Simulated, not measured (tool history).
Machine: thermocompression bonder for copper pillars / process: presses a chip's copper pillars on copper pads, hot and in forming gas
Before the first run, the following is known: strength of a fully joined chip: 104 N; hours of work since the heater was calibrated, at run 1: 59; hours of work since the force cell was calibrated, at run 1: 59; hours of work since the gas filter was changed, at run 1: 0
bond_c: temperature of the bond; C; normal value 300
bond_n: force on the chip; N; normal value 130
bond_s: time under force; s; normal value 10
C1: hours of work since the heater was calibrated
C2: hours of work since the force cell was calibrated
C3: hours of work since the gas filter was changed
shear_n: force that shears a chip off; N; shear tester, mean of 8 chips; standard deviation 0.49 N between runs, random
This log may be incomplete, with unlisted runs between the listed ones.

run 1 day=0 | bond_c=300 bond_n=130 bond_s=10 | C1=59 C2=59 C3=0 | shear_n=68.6
run 2 day=2.162 | bond_c=300 bond_n=130 bond_s=11 | C1=97 C2=97 C3=38 | shear_n=70.1
run 3 day=4.229 | bond_c=300 bond_n=130 bond_s=10 | C1=133 C2=133 C3=74 | shear_n=68.2
run 4 day=5.708 | bond_c=300 bond_n=130 bond_s=17 | C1=159 C2=159 C3=100 | shear_n=79.2
run 5 day=8.425 | bond_c=300 bond_n=130 bond_s=17 | C1=207 C2=207 C3=148 | shear_n=76.8
run 6 day=9.888 | bond_c=300 bond_n=130 bond_s=17 | C1=232 C2=232 C3=174 | shear_n=77.3
run 7 day=11.821 | bond_c=300 bond_n=130 bond_s=17 | C1=266 C2=266 C3=208 | shear_n=78
run 8 day=13.112 | bond_c=300 bond_n=130 bond_s=17 | C1=289 C2=289 C3=230 | shear_n=77.2
run 9 day=14.988 | bond_c=300 bond_n=130 bond_s=17 | C1=322 C2=322 C3=263 | shear_n=76.9
-- day=16.408 forming gas filter changed
run 10 day=17.262 | bond_c=300 bond_n=106 bond_s=10 | C1=362 C2=362 C3=15 | shear_n=62.5
run 11 day=19.121 | bond_c=300 bond_n=106 bond_s=10 | C1=394 C2=394 C3=48 | shear_n=62.9
run 12 day=20.704 | bond_c=300 bond_n=117 bond_s=10 | C1=422 C2=422 C3=75 | shear_n=65.9
run 13 day=23.104 | bond_c=285 bond_n=130 bond_s=10 | C1=464 C2=464 C3=118 | shear_n=60.9
run 14 day=24.417 | bond_c=285 bond_n=130 bond_s=10 | C1=487 C2=487 C3=141 | shear_n=61.1
run 15 day=25.654 | bond_c=285 bond_n=130 bond_s=10 | C1=509 C2=509 C3=162 | shear_n=61.1
run 16 day=28.312 | bond_c=285 bond_n=130 bond_s=10 | C1=556 C2=556 C3=209 | shear_n=60.7
run 17 day=31.2 | bond_c=270 bond_n=130 bond_s=7 | C1=606 C2=606 C3=260 | shear_n=44.5
-- day=32.804 forming gas filter changed
run 18 day=32.904 | bond_c=271 bond_n=130 bond_s=10 | C1=636 C2=636 C3=2 | shear_n=53.5
run 19 day=35.646 | bond_c=294 bond_n=118 bond_s=10 | C1=684 C2=684 C3=50 | shear_n=65.4
run 20 day=37.371 | bond_c=294 bond_n=118 bond_s=10 | C1=714 C2=714 C3=80 | shear_n=63.7
run 21 day=39.054 | bond_c=308 bond_n=90 bond_s=26 | C1=744 C2=744 C3=110 | shear_n=79.1
run 22 day=41.233 | bond_c=300 bond_n=101 bond_s=10 | C1=782 C2=782 C3=148 | shear_n=61.9
-- day=41.929 force cell calibrated
run 23 day=42.662 | bond_c=300 bond_n=148 bond_s=17 | C1=806 C2=13 C3=172 | shear_n=83.8
run 24 day=43.867 | bond_c=300 bond_n=148 bond_s=17 | C1=827 C2=34 C3=193 | shear_n=83.5
run 25 day=45.958 | bond_c=300 bond_n=148 bond_s=17 | C1=864 C2=71 C3=230 | shear_n=83

Forecast each of these 4 alternatives for the next run:
run A day=47.958 | bond_c=300 bond_n=131 bond_s=10 | C1=899 C2=106 C3=265 | shear_n=?
run B day=47.958 | bond_c=289 bond_n=144 bond_s=10 | C1=899 C2=106 C3=265 | shear_n=?
run C day=47.958 | bond_c=273 bond_n=112 bond_s=9 | C1=899 C2=106 C3=265 | shear_n=?
run D day=47.958 | bond_c=294 bond_n=148 bond_s=17 | C1=899 C2=106 C3=265 | shear_n=?

run=A shear_n=69.9
run=B shear_n=66.2
run=C shear_n=46.3
run=D shear_n=79.8
With no hidden state in the tool, these same runs would have given:
run=A shear_n=68.1
run=B shear_n=64.1
run=C shear_n=43.7
run=D shear_n=78.6
